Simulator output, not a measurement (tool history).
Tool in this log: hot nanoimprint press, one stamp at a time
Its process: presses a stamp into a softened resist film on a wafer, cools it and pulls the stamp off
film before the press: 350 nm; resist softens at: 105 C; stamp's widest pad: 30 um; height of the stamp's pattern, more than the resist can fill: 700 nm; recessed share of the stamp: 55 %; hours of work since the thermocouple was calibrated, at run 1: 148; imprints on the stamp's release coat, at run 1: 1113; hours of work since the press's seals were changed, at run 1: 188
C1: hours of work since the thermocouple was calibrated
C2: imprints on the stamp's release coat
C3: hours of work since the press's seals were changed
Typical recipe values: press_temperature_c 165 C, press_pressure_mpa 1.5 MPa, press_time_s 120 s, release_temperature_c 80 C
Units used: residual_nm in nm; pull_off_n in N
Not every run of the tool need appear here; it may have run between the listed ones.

run 1 hour=0 | press_temperature_c=165 press_pressure_mpa=1.5 press_time_s=120 release_temperature_c=80 | C1=148 C2=1113 C3=188 | residual_nm=215.6 pull_off_n=144
run 2 hour=9.1 | press_temperature_c=165 press_pressure_mpa=1.5 press_time_s=120 release_temperature_c=70 | C1=155 C2=1163 C3=195 | residual_nm=216.6 pull_off_n=178
run 3 hour=22.4 | press_temperature_c=165 press_pressure_mpa=1.5 press_time_s=120 release_temperature_c=70 | C1=166 C2=1235 C3=206 | residual_nm=215.3 pull_off_n=181
run 4 hour=29.3 | press_temperature_c=165 press_pressure_mpa=1.5 press_time_s=120 release_temperature_c=70 | C1=172 C2=1273 C3=211 | residual_nm=219.1 pull_off_n=183
run 5 hour=38.1 | press_temperature_c=165 press_pressure_mpa=1.5 press_time_s=120 release_temperature_c=70 | C1=179 C2=1321 C3=218 | residual_nm=218.3 pull_off_n=175
run 6 hour=45.5 | press_temperature_c=165 press_pressure_mpa=1.5 press_time_s=169 release_temperature_c=80 | C1=184 C2=1361 C3=224 | residual_nm=194.8 pull_off_n=144
run 7 hour=60.6 | press_temperature_c=165 press_pressure_mpa=1.5 press_time_s=169 release_temperature_c=78 | C1=196 C2=1443 C3=236 | residual_nm=195.7 pull_off_n=152
run 8 hour=69.4 | press_temperature_c=165 press_pressure_mpa=1.5 press_time_s=120 release_temperature_c=80 | C1=204 C2=1491 C3=243 | residual_nm=219.4 pull_off_n=146
run 9 hour=77.2 | press_temperature_c=165 press_pressure_mpa=1.5 press_time_s=120 release_temperature_c=80 | C1=210 C2=1533 C3=249 | residual_nm=216.6 pull_off_n=147
run 10 hour=84.3 | press_temperature_c=165 press_pressure_mpa=1.5 press_time_s=120 release_temperature_c=80 | C1=215 C2=1572 C3=255 | residual_nm=221.5 pull_off_n=147
run 11 hour=100.5 | press_temperature_c=164 press_pressure_mpa=1.5 press_time_s=120 release_temperature_c=80 | C1=228 C2=1660 C3=268 | residual_nm=229.2 pull_off_n=149
-- hour=105.1 plate thermocouple calibrated
run 12 hour=113.1 | press_temperature_c=164 press_pressure_mpa=1.5 press_time_s=120 release_temperature_c=80 | C1=6 C2=1712 C3=276 | residual_nm=232.1 pull_off_n=146
run 13 hour=122.2 | press_temperature_c=164 press_pressure_mpa=1.5 press_time_s=120 release_temperature_c=80 | C1=14 C2=1761 C3=283 | residual_nm=230.4 pull_off_n=151
run 14 hour=134.5 | press_temperature_c=165 press_pressure_mpa=1.7 press_time_s=120 release_temperature_c=80 | C1=24 C2=1829 C3=293 | residual_nm=213.8 pull_off_n=152
-- hour=148.8 stamp cleaned and given a new release coat
run 15 hour=152.6 | press_temperature_c=165 press_pressure_mpa=1.7 press_time_s=62 release_temperature_c=80 | C1=33 C2=21 C3=302 | residual_nm=256.9 pull_off_n=135
-- hour=161.6 plate thermocouple calibrated, once more
run 16 hour=170.5 | press_temperature_c=176 press_pressure_mpa=1.06 press_time_s=62 release_temperature_c=80 | C1=7 C2=102 C3=314 | residual_nm=180.3 pull_off_n=129
run 17 hour=186.1 | press_temperature_c=176 press_pressure_mpa=1.06 press_time_s=62 release_temperature_c=80 | C1=20 C2=187 C3=327 | residual_nm=184 pull_off_n=131
run 18 hour=202.3 | press_temperature_c=159 press_pressure_mpa=1.5 press_time_s=120 release_temperature_c=80 | C1=33 C2=275 C3=340 | residual_nm=269 pull_off_n=134
run 19 hour=214 | press_temperature_c=159 press_pressure_mpa=1.5 press_time_s=120 release_temperature_c=80 | C1=42 C2=339 C3=349 | residual_nm=267.8 pull_off_n=130
run 20 hour=229.3 | press_temperature_c=165 press_pressure_mpa=1.5 press_time_s=188 release_temperature_c=79 | C1=54 C2=422 C3=361 | residual_nm=183.4 pull_off_n=137
run 21 hour=241.8 | press_temperature_c=165 press_pressure_mpa=1.5 press_time_s=188 release_temperature_c=79 | C1=64 C2=490 C3=371 | residual_nm=184 pull_off_n=139
run 22 hour=253.2 | press_temperature_c=165 press_pressure_mpa=1.04 press_time_s=96 release_temperature_c=80 | C1=73 C2=552 C3=380 | residual_nm=252.4 pull_off_n=134
run 23 hour=265.8 | press_temperature_c=159 press_pressure_mpa=1.65 press_time_s=182 release_temperature_c=67 | C1=83 C2=621 C3=390 | residual_nm=239.2 pull_off_n=188
run 24 hour=282 | press_temperature_c=165 press_pressure_mpa=1.5 press_time_s=60 release_temperature_c=81 | C1=96 C2=708 C3=403 | residual_nm=257.1 pull_off_n=134
run 25 hour=298 | press_temperature_c=165 press_pressure_mpa=1.5 press_time_s=60 release_temperature_c=81 | C1=109 C2=796 C3=416 | residual_nm=258 pull_off_n=135
run 26 hour=309.4 | press_temperature_c=165 press_pressure_mpa=1.5 press_time_s=60 release_temperature_c=81 | C1=118 C2=858 C3=425 | residual_nm=257 pull_off_n=134
run 27 hour=325.6 | press_temperature_c=165 press_pressure_mpa=1.5 press_time_s=60 release_temperature_c=73 | C1=131 C2=945 C3=438 | residual_nm=258.5 pull_off_n=167
run 28 hour=334.5 | press_temperature_c=165 press_pressure_mpa=1.5 press_time_s=60 release_temperature_c=73 | C1=138 C2=994 C3=445 | residual_nm=260.5 pull_off_n=161
run 29 hour=348.2 | press_temperature_c=165 press_pressure_mpa=1.5 press_time_s=60 release_temperature_c=73 | C1=149 C2=1068 C3=456 | residual_nm=260.7 pull_off_n=163
run 30 hour=355.3 | press_temperature_c=165 press_pressure_mpa=1.5 press_time_s=60 release_temperature_c=73 | C1=155 C2=1107 C3=462 | residual_nm=263.7 pull_off_n=165

Alternative continuations, all from the tool just after run 30; predict every row:
run A hour=367.7 | press_temperature_c=169 press_pressure_mpa=1.1 press_time_s=65 release_temperature_c=73 | C1=164 C2=1174 C3=472 | residual_nm=? pull_off_n=?
run B hour=367.7 | press_temperature_c=160 press_pressure_mpa=1.5 press_time_s=120 release_temperature_c=73 | C1=164 C2=1174 C3=472 | residual_nm=? pull_off_n=?
run C hour=367.7 | press_temperature_c=165 press_pressure_mpa=1.5 press_time_s=60 release_temperature_c=82 | C1=164 C2=1174 C3=472 | residual_nm=? pull_off_n=?
run D hour=367.7 | press_temperature_c=165 press_pressure_mpa=1.64 press_time_s=60 release_temperature_c=73 | C1=164 C2=1174 C3=472 | residual_nm=? pull_off_n=?

run=A residual_nm=240.7 pull_off_n=168
run=B residual_nm=264.5 pull_off_n=167
run=C residual_nm=256.2 pull_off_n=134
run=D residual_nm=256 pull_off_n=164
With no hidden state in the tool, these same runs would have given:
run=A residual_nm=234.1 pull_off_n=153
run=B residual_nm=257.2 pull_off_n=152
run=C residual_nm=249.2 pull_off_n=122
run=D residual_nm=248.4 pull_off_n=150
